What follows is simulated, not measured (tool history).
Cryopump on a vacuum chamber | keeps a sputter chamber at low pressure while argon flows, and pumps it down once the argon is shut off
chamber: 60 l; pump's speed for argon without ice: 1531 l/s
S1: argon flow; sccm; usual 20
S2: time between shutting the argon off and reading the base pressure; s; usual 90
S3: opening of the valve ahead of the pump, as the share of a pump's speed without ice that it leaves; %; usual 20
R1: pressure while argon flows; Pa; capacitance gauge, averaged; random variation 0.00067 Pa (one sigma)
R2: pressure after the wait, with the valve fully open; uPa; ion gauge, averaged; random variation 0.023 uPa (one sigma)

run    hour  S1   S2  S3      R1    R2
  1       0  20   90  20  0.1137  1.45
  2    32.5  20   90  20  0.1146  1.42
  3    66.6  20   90  44  0.0539  1.48
  4   109.3  36   90  20  0.2068  1.46
  5   145.1  36  107  20  0.2067  1.36
  6   192.3  27   90  20  0.1545  1.55
  7     236  27   90  20  0.1561  1.47
  8   268.9  20   90  49  0.0493  1.53
  9   319.9  20   90  49    0.05  1.54
 10   363.5  20   90  49  0.0511   1.6
 11   388.4  20   90  49  0.0511  1.56
 12   436.5  20   90  49  0.0508  1.52
 13   485.2  20   90  49  0.0523   1.6
 14   519.8  20   90  20  0.1172  1.58
 15   550.2  20   90  20   0.118  1.59
 16   604.7  16   90  20  0.0949  1.63
 17   657.1  16   21  20  0.0941  3.58
 18   689.1  13   90  20  0.0759  1.69
 19     722   9   90  41  0.0274  1.72
 20     775  18  300  37  0.0611  1.29
 21   799.9  18  300  47  0.0505  1.34
 22   837.7  12   92  20  0.0707  1.78
 23   879.9  12   92  20   0.066  1.47
 24   920.4  38   34  19  0.2222  2.43
 25   959.1  12   26  35  0.0374  2.95
 26  1006.7  20   20  18  0.1238  3.69
 27  1031.3  13   20  18  0.0802  3.61
 28  1060.6  20  197  35  0.0636  1.11
 29  1106.3  20   90  42  0.0538  1.46
 30  1160.9  20   90  42  0.0541  1.54
 31  1199.7  20   90  42  0.0542  1.48
 32  1231.6  10  190  37  0.0299  1.27
 33  1274.9  10  190  37  0.0313   1.2
 34  1297.6  26   43  40  0.0741  2.23

Not shown: 1 entry that the log had between the listed runs. Between which runs, and how does the tool's hidden state differ before and after?
Between runs 22 and 23: pump warmed up, emptied and cooled again (hour 871.1)
  pump's speed, % of a pump's without ice: 71.2 -> 99.7; cold plate's temperature, K: 12.53 -> 12.54; leak into the chamber, uPa l/s: 1251 -> 1259
  measured less the result without the state, R1: +0.0056 -> +0.0002 Pa; R2: +0.98 -> +0.65 uPa

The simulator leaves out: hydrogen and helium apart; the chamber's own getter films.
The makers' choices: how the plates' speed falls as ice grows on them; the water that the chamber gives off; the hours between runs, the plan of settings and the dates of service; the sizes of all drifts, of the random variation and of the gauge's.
